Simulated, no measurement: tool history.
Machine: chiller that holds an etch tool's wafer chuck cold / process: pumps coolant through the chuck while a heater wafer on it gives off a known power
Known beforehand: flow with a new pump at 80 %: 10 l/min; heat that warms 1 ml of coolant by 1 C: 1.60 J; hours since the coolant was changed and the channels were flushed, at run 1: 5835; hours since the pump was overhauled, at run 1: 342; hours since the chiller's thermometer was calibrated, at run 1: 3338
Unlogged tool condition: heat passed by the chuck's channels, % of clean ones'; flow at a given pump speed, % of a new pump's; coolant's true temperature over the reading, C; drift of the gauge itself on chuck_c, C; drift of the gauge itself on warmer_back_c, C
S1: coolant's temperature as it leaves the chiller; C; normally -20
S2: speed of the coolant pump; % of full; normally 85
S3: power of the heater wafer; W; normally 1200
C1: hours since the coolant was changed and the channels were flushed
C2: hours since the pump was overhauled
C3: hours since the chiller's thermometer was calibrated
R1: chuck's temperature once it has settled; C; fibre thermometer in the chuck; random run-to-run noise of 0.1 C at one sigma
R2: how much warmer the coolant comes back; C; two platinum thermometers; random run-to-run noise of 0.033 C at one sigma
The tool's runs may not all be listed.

Run 1, hour 0: usual settings; C1 5835; C2 342; C3 3338. Result: R1 -6.8 C, R2 4.29 C.
Run 2, hour 35.3: usual settings; C1 5870; C2 378; C3 3374. Result: R1 -6.7 C, R2 4.25 C.
Run 3, hour 69.6: usual settings; C1 5905; C2 412; C3 3408. Result: R1 -6.9 C, R2 4.24 C.
Run 4, hour 101.1: usual settings but S3 650 W; C1 5936; C2 443; C3 3440. Result: R1 -12.9 C, R2 2.31 C.
Run 5, hour 137.5: usual settings but S3 650 W; C1 5972; C2 480; C3 3476. Result: R1 -13.1 C, R2 2.27 C.
Run 6, hour 167.1: usual settings but S3 650 W; C1 6002; C2 509; C3 3506. Result: R1 -13 C, R2 2.28 C.
Run 7, hour 195.6: usual settings but S3 650 W; C1 6031; C2 538; C3 3534. Result: R1 -13 C, R2 2.33 C.
Run 8, hour 231.2: usual settings; C1 6066; C2 574; C3 3570. Result: R1 -6.6 C, R2 4.26 C.
Run 9, hour 249.9: usual settings; C1 6085; C2 592; C3 3588. Result: R1 -6.8 C, R2 4.22 C.
Run 10, hour 265.2: usual settings; C1 6100; C2 608; C3 3604. Result: R1 -6.5 C, R2 4.19 C.
Run 11, hour 290.8: usual settings; C1 6126; C2 633; C3 3629. Result: R1 -6.6 C, R2 4.24 C.
Run 12, hour 323.6: usual settings; C1 6159; C2 666; C3 3662. Result: R1 -6.8 C, R2 4.25 C.
Run 13, hour 347.4: usual settings but S3 1245 W; C1 6182; C2 690; C3 3686. Result: R1 -6.3 C, R2 4.37 C.
Run 14, hour 382.7: usual settings but S3 750 W; C1 6218; C2 725; C3 3721. Result: R1 -11.8 C, R2 2.74 C.
Run 15, hour 399: usual settings but S3 750 W; C1 6234; C2 741; C3 3737. Result: R1 -11.7 C, R2 2.67 C.
Run 16, hour 417.6: usual settings but S3 750 W; C1 6253; C2 760; C3 3756. Result: R1 -11.7 C, R2 2.7 C.
Run 17, hour 437.5: usual settings but S2 74 % of full, S3 750 W; C1 6272; C2 780; C3 3776. Result: R1 -11 C, R2 3.05 C.
Run 18, hour 459.2: usual settings but S1 -28 C, S2 74 % of full, S3 750 W; C1 6294; C2 802; C3 3798. Result: R1 -19.1 C, R2 3.1 C.
Run 19, hour 479.8: usual settings but S1 -28 C, S2 74 % of full, S3 750 W; C1 6315; C2 822; C3 3818. Result: R1 -19 C, R2 3.06 C.
Run 20, hour 502: usual settings but S1 -28 C, S2 74 % of full, S3 750 W; C1 6337; C2 844; C3 3841. Result: R1 -19.1 C, R2 3.03 C.
Run 21, hour 527.9: usual settings but S1 -28 C, S2 74 % of full, S3 750 W; C1 6363; C2 870; C3 3866. Result: R1 -19.1 C, R2 3.06 C.
Run 22, hour 543.9: usual settings but S1 -14 C, S2 80 % of full; C1 6379; C2 886; C3 3882. Result: R1 -0.1 C, R2 4.57 C.
Run 23, hour 562.5: usual settings but S1 -12 C, S2 70 % of full, S3 772 W; C1 6397; C2 905; C3 3901. Result: R1 -2.4 C, R2 3.32 C.
Run 24, hour 578: usual settings but S1 -12 C, S2 79 % of full, S3 1324 W; C1 6413; C2 920; C3 3916. Result: R1 3.3 C, R2 5.07 C.
Run 25, hour 613.2: usual settings but S1 -18 C, S2 93 % of full, S3 1044 W; C1 6448; C2 956; C3 3952. Result: R1 -7.1 C, R2 3.37 C.
Run 26, hour 632.8: usual settings but S1 -25 C, S2 65 % of full, S3 1013 W; C1 6468; C2 975; C3 3971. Result: R1 -11.9 C, R2 4.78 C.
Run 27, hour 654: usual settings but S2 77 % of full, S3 1204 W; C1 6489; C2 996; C3 3992. Result: R1 -5.9 C, R2 4.73 C.
Run 28, hour 677.7: usual settings but S2 81 % of full, S3 938 W; C1 6513; C2 1020; C3 4016. Result: R1 -9.3 C, R2 3.52 C.
Run 29, hour 704.8: usual settings but S2 81 % of full, S3 938 W; C1 6540; C2 1047; C3 4043. Result: R1 -9.4 C, R2 3.52 C.
Run 30, hour 733.5: usual settings but S2 81 % of full, S3 938 W; C1 6569; C2 1076; C3 4072. Result: R1 -9.2 C, R2 3.45 C.
Run 31, hour 770.1: usual settings; C1 6605; C2 1112; C3 4109. Result: R1 -6.8 C, R2 4.22 C.
Run 32, hour 787.1: usual settings but S2 73 % of full, S3 1137 W; C1 6622; C2 1129; C3 4126. Result: R1 -5.9 C, R2 4.77 C.

For some of the steps in R1 from one run to the next: how much would appear even if the tool had no hidden state, given the settings, what came in and random variation, and how much remains for the hidden state plus any gauge scatter that the measured result and the result without hidden state don't share?
Run 3 -> 4: S3 1200 -> 650. R1 -6 C: hidden state -0.5, all else -5.5.
Run 7 -> 8: S3 650 -> 1200. R1 +6.4 C: hidden state +0.4, all else +6.
Run 13 -> 14: S3 1245 -> 750. R1 -5.5 C: hidden state -0.4, all else -5.1.
Run 17 -> 18: S1 -20 -> -28. R1 -8.1 C: hidden state +0, all else -8.1.
Run 21 -> 22: S1 -28 -> -14, S2 74 -> 80, S3 750 -> 1200. R1 +19 C: hidden state +0.3, all else +18.7.
Run 24 -> 25: S1 -12 -> -18, S2 79 -> 93, S3 1324 -> 1044. R1 -10.4 C: hidden state -0.2, all else -10.2.

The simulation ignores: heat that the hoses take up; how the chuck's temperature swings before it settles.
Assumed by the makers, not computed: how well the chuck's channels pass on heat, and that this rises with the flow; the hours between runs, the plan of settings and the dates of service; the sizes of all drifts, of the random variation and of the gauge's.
